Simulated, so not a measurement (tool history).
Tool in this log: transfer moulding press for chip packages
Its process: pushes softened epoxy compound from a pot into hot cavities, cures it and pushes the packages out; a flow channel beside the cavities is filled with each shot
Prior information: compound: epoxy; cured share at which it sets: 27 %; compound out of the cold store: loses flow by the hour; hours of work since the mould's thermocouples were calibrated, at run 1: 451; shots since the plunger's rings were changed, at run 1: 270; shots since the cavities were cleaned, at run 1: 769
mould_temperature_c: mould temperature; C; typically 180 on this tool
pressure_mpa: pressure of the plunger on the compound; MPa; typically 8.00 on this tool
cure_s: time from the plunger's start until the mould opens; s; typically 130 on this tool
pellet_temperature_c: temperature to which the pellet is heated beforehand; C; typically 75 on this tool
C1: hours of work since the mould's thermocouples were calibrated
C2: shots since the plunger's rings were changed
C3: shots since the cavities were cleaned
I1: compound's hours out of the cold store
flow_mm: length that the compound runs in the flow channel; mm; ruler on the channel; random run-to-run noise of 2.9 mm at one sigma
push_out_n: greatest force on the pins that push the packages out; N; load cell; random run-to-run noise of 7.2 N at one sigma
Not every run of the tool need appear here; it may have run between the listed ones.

run 1 hour=0.0 | mould_temperature_c=180 pressure_mpa=8.00 cure_s=130 pellet_temperature_c=75 | C1=451 C2=270 C3=769 | I1=28.3 | flow_mm=519 push_out_n=296
run 2 hour=16.0 | mould_temperature_c=180 pressure_mpa=8.00 cure_s=130 pellet_temperature_c=75 | C1=462 C2=448 C3=947 | I1=13.2 | flow_mm=541 push_out_n=296
run 3 hour=27.3 | mould_temperature_c=180 pressure_mpa=8.00 cure_s=130 pellet_temperature_c=75 | C1=470 C2=573 C3=1072 | I1=39.8 | flow_mm=497 push_out_n=312
-- hour=39.8 cavities cleaned with cleaning compound and waxed
run 4 hour=45.5 | mould_temperature_c=180 pressure_mpa=8.00 cure_s=130 pellet_temperature_c=75 | C1=482 C2=758 C3=63 | I1=19.2 | flow_mm=539 push_out_n=290
run 5 hour=63.1 | mould_temperature_c=180 pressure_mpa=8.00 cure_s=130 pellet_temperature_c=75 | C1=495 C2=953 C3=258 | I1=34.2 | flow_mm=507 push_out_n=292
run 6 hour=71.6 | mould_temperature_c=180 pressure_mpa=9.66 cure_s=130 pellet_temperature_c=75 | C1=501 C2=1048 C3=353 | I1=27.4 | flow_mm=566 push_out_n=285
run 7 hour=80.1 | mould_temperature_c=180 pressure_mpa=9.66 cure_s=130 pellet_temperature_c=75 | C1=507 C2=1142 C3=447 | I1=26.0 | flow_mm=572 push_out_n=307
run 8 hour=88.6 | mould_temperature_c=182 pressure_mpa=8.00 cure_s=130 pellet_temperature_c=75 | C1=513 C2=1237 C3=542 | I1=23.6 | flow_mm=522 push_out_n=281
run 9 hour=100.8 | mould_temperature_c=182 pressure_mpa=8.00 cure_s=130 pellet_temperature_c=75 | C1=522 C2=1372 C3=677 | I1=40.2 | flow_mm=492 push_out_n=285
run 10 hour=119.1 | mould_temperature_c=182 pressure_mpa=8.00 cure_s=130 pellet_temperature_c=75 | C1=535 C2=1575 C3=880 | I1=47.0 | flow_mm=482 push_out_n=284
run 11 hour=126.8 | mould_temperature_c=180 pressure_mpa=8.00 cure_s=130 pellet_temperature_c=75 | C1=540 C2=1660 C3=965 | I1=27.5 | flow_mm=518 push_out_n=309
run 12 hour=135.9 | mould_temperature_c=180 pressure_mpa=8.00 cure_s=130 pellet_temperature_c=75 | C1=547 C2=1761 C3=1066 | I1=46.3 | flow_mm=485 push_out_n=304
-- hour=149.2 cavities cleaned with cleaning compound and waxed
run 13 hour=149.7 | mould_temperature_c=180 pressure_mpa=8.00 cure_s=130 pellet_temperature_c=75 | C1=556 C2=1898 C3=5 | I1=8.7 | flow_mm=548 push_out_n=303
run 14 hour=157.3 | mould_temperature_c=180 pressure_mpa=8.00 cure_s=140 pellet_temperature_c=75 | C1=561 C2=1982 C3=89 | I1=18.9 | flow_mm=533 push_out_n=303
run 15 hour=166.1 | mould_temperature_c=185 pressure_mpa=6.16 cure_s=123 pellet_temperature_c=79 | C1=567 C2=2080 C3=187 | I1=21.1 | flow_mm=461 push_out_n=290
run 16 hour=181.4 | mould_temperature_c=183 pressure_mpa=8.00 cure_s=158 pellet_temperature_c=75 | C1=578 C2=2249 C3=356 | I1=44.8 | flow_mm=487 push_out_n=282
run 17 hour=199.8 | mould_temperature_c=182 pressure_mpa=8.00 cure_s=135 pellet_temperature_c=75 | C1=591 C2=2454 C3=561 | I1=26.0 | flow_mm=515 push_out_n=283
run 18 hour=209.0 | mould_temperature_c=182 pressure_mpa=7.21 cure_s=118 pellet_temperature_c=85 | C1=598 C2=2556 C3=663 | I1=22.7 | flow_mm=492 push_out_n=300
run 19 hour=219.1 | mould_temperature_c=180 pressure_mpa=8.00 cure_s=120 pellet_temperature_c=74 | C1=605 C2=2668 C3=775 | I1=42.9 | flow_mm=496 push_out_n=304
run 20 hour=236.7 | mould_temperature_c=184 pressure_mpa=7.43 cure_s=120 pellet_temperature_c=84 | C1=618 C2=2863 C3=970 | I1=30.5 | flow_mm=490 push_out_n=291
run 21 hour=246.0 | mould_temperature_c=184 pressure_mpa=7.43 cure_s=120 pellet_temperature_c=84 | C1=624 C2=2966 C3=1073 | I1=41.6 | flow_mm=467 push_out_n=281
run 22 hour=256.3 | mould_temperature_c=184 pressure_mpa=6.16 cure_s=125 pellet_temperature_c=84 | C1=632 C2=3081 C3=1188 | I1=16.3 | flow_mm=463 push_out_n=283
-- hour=258.8 cavities cleaned with cleaning compound and waxed
run 23 hour=275.6 | mould_temperature_c=184 pressure_mpa=6.16 cure_s=125 pellet_temperature_c=84 | C1=645 C2=3278 C3=187 | I1=21.1 | flow_mm=462 push_out_n=276
-- hour=285.4 plunger's sealing rings changed
run 24 hour=289.9 | mould_temperature_c=184 pressure_mpa=9.09 cure_s=152 pellet_temperature_c=84 | C1=653 C2=50 C3=318 | I1=22.2 | flow_mm=558 push_out_n=292
run 25 hour=302.4 | mould_temperature_c=182 pressure_mpa=9.39 cure_s=119 pellet_temperature_c=82 | C1=662 C2=189 C3=457 | I1=38.5 | flow_mm=539 push_out_n=299
run 26 hour=311.7 | mould_temperature_c=182 pressure_mpa=9.39 cure_s=119 pellet_temperature_c=82 | C1=669 C2=292 C3=560 | I1=8.8 | flow_mm=595 push_out_n=301
run 27 hour=325.9 | mould_temperature_c=181 pressure_mpa=7.30 cure_s=129 pellet_temperature_c=74 | C1=679 C2=450 C3=718 | I1=14.7 | flow_mm=510 push_out_n=304
run 28 hour=339.3 | mould_temperature_c=186 pressure_mpa=7.91 cure_s=131 pellet_temperature_c=65 | C1=688 C2=598 C3=866 | I1=13.7 | flow_mm=527 push_out_n=289

Here are 4 independent what-if runs from the current tool condition. What would each one return?
-- hour=349.1 mould's thermocouples calibrated
run A hour=349.6 | mould_temperature_c=181 pressure_mpa=9.11 cure_s=152 pellet_temperature_c=65 | C1=0 C2=691 C3=959 | I1=9.4 | flow_mm=? push_out_n=?
-- hour=349.1 mould's thermocouples calibrated
run B hour=349.6 | mould_temperature_c=186 pressure_mpa=8.00 cure_s=130 pellet_temperature_c=75 | C1=0 C2=691 C3=959 | I1=14.6 | flow_mm=? push_out_n=?
-- hour=349.1 mould's thermocouples calibrated
run C hour=349.6 | mould_temperature_c=184 pressure_mpa=9.12 cure_s=131 pellet_temperature_c=76 | C1=0 C2=691 C3=959 | I1=42.2 | flow_mm=? push_out_n=?
-- hour=349.1 mould's thermocouples calibrated
run D hour=349.6 | mould_temperature_c=186 pressure_mpa=7.91 cure_s=131 pellet_temperature_c=79 | C1=0 C2=691 C3=959 | I1=20.8 | flow_mm=? push_out_n=?

run=A flow_mm=582 push_out_n=282
run=B flow_mm=526 push_out_n=287
run=C flow_mm=525 push_out_n=285
run=D flow_mm=517 push_out_n=287
Without the tool's unlogged condition, the same runs would have read:
run=A flow_mm=582 push_out_n=280
run=B flow_mm=526 push_out_n=285
run=C flow_mm=525 push_out_n=283
run=D flow_mm=517 push_out_n=285

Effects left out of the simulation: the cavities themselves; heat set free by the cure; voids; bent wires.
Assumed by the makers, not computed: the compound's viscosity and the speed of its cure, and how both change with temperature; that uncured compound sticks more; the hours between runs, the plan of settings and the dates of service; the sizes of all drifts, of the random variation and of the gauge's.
